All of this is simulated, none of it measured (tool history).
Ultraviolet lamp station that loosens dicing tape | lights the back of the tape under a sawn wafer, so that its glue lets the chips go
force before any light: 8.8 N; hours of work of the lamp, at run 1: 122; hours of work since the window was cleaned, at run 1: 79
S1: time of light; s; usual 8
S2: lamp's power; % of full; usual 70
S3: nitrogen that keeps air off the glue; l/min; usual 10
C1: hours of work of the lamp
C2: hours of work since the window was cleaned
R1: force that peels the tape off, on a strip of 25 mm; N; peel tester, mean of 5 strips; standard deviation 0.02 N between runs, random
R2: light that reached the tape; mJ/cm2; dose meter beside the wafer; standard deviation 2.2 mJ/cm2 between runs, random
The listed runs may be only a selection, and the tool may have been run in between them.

Run 1, hour 0.0: usual settings; C1 122; C2 79. Result: R1 1.152 N, R2 186 mJ/cm2.
Run 2, hour 12.0: usual settings but S3 5 l/min; C1 127; C2 83. Result: R1 1.831 N, R2 186 mJ/cm2.
Run 3, hour 22.2: usual settings; C1 131; C2 88. Result: R1 1.144 N, R2 187 mJ/cm2.
Run 4, hour 30.6: usual settings; C1 134; C2 91. Result: R1 1.181 N, R2 186 mJ/cm2.
Run 5, hour 43.7: usual settings; C1 139; C2 96. Result: R1 1.174 N, R2 187 mJ/cm2.
Run 6, hour 61.1: usual settings; C1 146; C2 103. Result: R1 1.154 N, R2 187 mJ/cm2.
Run 7, hour 73.6: usual settings; C1 152; C2 108. Result: R1 1.178 N, R2 184 mJ/cm2.
Run 8, hour 85.3: usual settings; C1 156; C2 113. Result: R1 1.175 N, R2 181 mJ/cm2.
Run 9, hour 93.9: usual settings but S1 9 s; C1 160; C2 117. Result: R1 0.938 N, R2 204 mJ/cm2.
Run 10, hour 105.3: usual settings but S1 4 s; C1 164; C2 121. Result: R1 3.124 N, R2 90 mJ/cm2.
Run 11, hour 114.7: usual settings; C1 168; C2 125. Result: R1 1.222 N, R2 182 mJ/cm2.
Run 12, hour 127.8: usual settings; C1 174; C2 130. Result: R1 1.162 N, R2 178 mJ/cm2.
Run 13, hour 143.5: usual settings; C1 180; C2 137. Result: R1 1.204 N, R2 182 mJ/cm2.
At hour 145.1: window cleaned of glue's vapour.
Run 14, hour 158.2: usual settings but S2 79 % of full; C1 186; C2 5. Result: R1 0.997 N, R2 202 mJ/cm2.
Run 15, hour 168.1: usual settings; C1 190; C2 9. Result: R1 1.234 N, R2 178 mJ/cm2.
Run 16, hour 176.7: usual settings; C1 193; C2 13. Result: R1 1.229 N, R2 181 mJ/cm2.
Run 17, hour 189.4: usual settings but S1 14 s; C1 198; C2 18. Result: R1 0.365 N, R2 305 mJ/cm2.
Run 18, hour 202.3: usual settings but S1 14 s, S3 7 l/min; C1 204; C2 23. Result: R1 0.550 N, R2 304 mJ/cm2.
Run 19, hour 214.0: usual settings but S1 14 s, S3 7 l/min; C1 208; C2 28. Result: R1 0.555 N, R2 307 mJ/cm2.
Run 20, hour 230.5: usual settings but S1 5 s; C1 215; C2 35. Result: R1 2.569 N, R2 110 mJ/cm2.
At hour 243.7: window cleaned of glue's vapour, once more.
Run 21, hour 245.3: usual settings but S1 5 s, S2 88 % of full, S3 4 l/min; C1 221; C2 1. Result: R1 2.991 N, R2 142 mJ/cm2.
Run 22, hour 253.6: usual settings but S1 10 s, S2 76 % of full, S3 13 l/min; C1 224; C2 4. Result: R1 0.499 N, R2 249 mJ/cm2.
Run 23, hour 264.0: usual settings but S1 10 s, S2 76 % of full, S3 13 l/min; C1 228; C2 8. Result: R1 0.509 N, R2 246 mJ/cm2.
Run 24, hour 278.4: usual settings but S1 6 s, S2 60 % of full; C1 234; C2 14. Result: R1 2.540 N, R2 115 mJ/cm2.
Run 25, hour 285.9: usual settings but S1 6 s, S2 60 % of full; C1 237; C2 17. Result: R1 2.434 N, R2 116 mJ/cm2.
Run 26, hour 302.6: usual settings but S2 87 % of full; C1 244; C2 24. Result: R1 0.820 N, R2 223 mJ/cm2.
Run 27, hour 314.4: usual settings but S2 87 % of full; C1 249; C2 29. Result: R1 0.796 N, R2 220 mJ/cm2.
Run 28, hour 327.5: usual settings but S1 5 s, S2 84 % of full, S3 5 l/min; C1 254; C2 34. Result: R1 2.941 N, R2 139 mJ/cm2.
Run 29, hour 338.6: usual settings but S3 8 l/min; C1 259; C2 38. Result: R1 1.404 N, R2 178 mJ/cm2.
Run 30, hour 353.7: usual settings but S3 8 l/min; C1 265; C2 45. Result: R1 1.512 N, R2 182 mJ/cm2.
Run 31, hour 363.7: usual settings but S1 13 s; C1 269; C2 49. Result: R1 0.432 N, R2 287 mJ/cm2.
Run 32, hour 374.3: usual settings but S1 13 s; C1 273; C2 53. Result: R1 0.450 N, R2 286 mJ/cm2.
Run 33, hour 386.9: usual settings but S2 95 % of full; C1 278; C2 58. Result: R1 0.680 N, R2 235 mJ/cm2.
Run 34, hour 400.2: usual settings but S1 13 s, S2 86 % of full; C1 284; C2 63. Result: R1 0.271 N, R2 347 mJ/cm2.
Run 35, hour 413.2: usual settings but S1 6 s, S2 82 % of full, S3 4 l/min; C1 289; C2 69. Result: R1 2.761 N, R2 149 mJ/cm2.
Run 36, hour 429.3: usual settings but S1 6 s, S2 82 % of full, S3 4 l/min; C1 295; C2 75. Result: R1 2.764 N, R2 151 mJ/cm2.
Run 37, hour 445.0: usual settings but S1 6 s, S2 81 % of full, S3 19 l/min; C1 302; C2 82. Result: R1 1.182 N, R2 152 mJ/cm2.
Run 38, hour 457.3: usual settings but S2 92 % of full, S3 15 l/min; C1 307; C2 87. Result: R1 0.550 N, R2 227 mJ/cm2.
Run 39, hour 474.7: usual settings but S1 5 s; C1 314; C2 94. Result: R1 2.687 N, R2 106 mJ/cm2.
Run 40, hour 489.8: usual settings but S1 5 s; C1 320; C2 100. Result: R1 2.689 N, R2 108 mJ/cm2.

Some steps in R1, run to run, broken into two amounts with sign: the step expected even without the hidden condition (settings, incoming material, random variation), and the rest, left for the hidden condition together with whatever gauge scatter is not in both the measured and the hidden-condition-free result:
The tool's hidden condition here consists of: lamp's light, % of a new lamp's; light that the window lets through, % of a clean one's; drift of the gauge itself on peel_n, %; drift of the gauge itself on dose_mj_cm2, %.
Run 9 -> 10: S1 9 -> 4. R1 +2.186 N: hidden state +0.151, all else +2.035.
Run 19 -> 20: S1 14 -> 5, S3 7 -> 10. R1 +2.014 N: hidden state +0.289, all else +1.725.
Run 21 -> 22: S1 5 -> 10, S2 88 -> 76, S3 4 -> 13. R1 -2.492 N: hidden state -0.237, all else -2.255.
Run 34 -> 35: S1 13 -> 6, S2 86 -> 82, S3 10 -> 4. R1 +2.490 N: hidden state +0.406, all else +2.084.
Run 38 -> 39: S1 8 -> 5, S2 92 -> 70, S3 15 -> 10. R1 +2.137 N: hidden state +0.341, all else +1.796.

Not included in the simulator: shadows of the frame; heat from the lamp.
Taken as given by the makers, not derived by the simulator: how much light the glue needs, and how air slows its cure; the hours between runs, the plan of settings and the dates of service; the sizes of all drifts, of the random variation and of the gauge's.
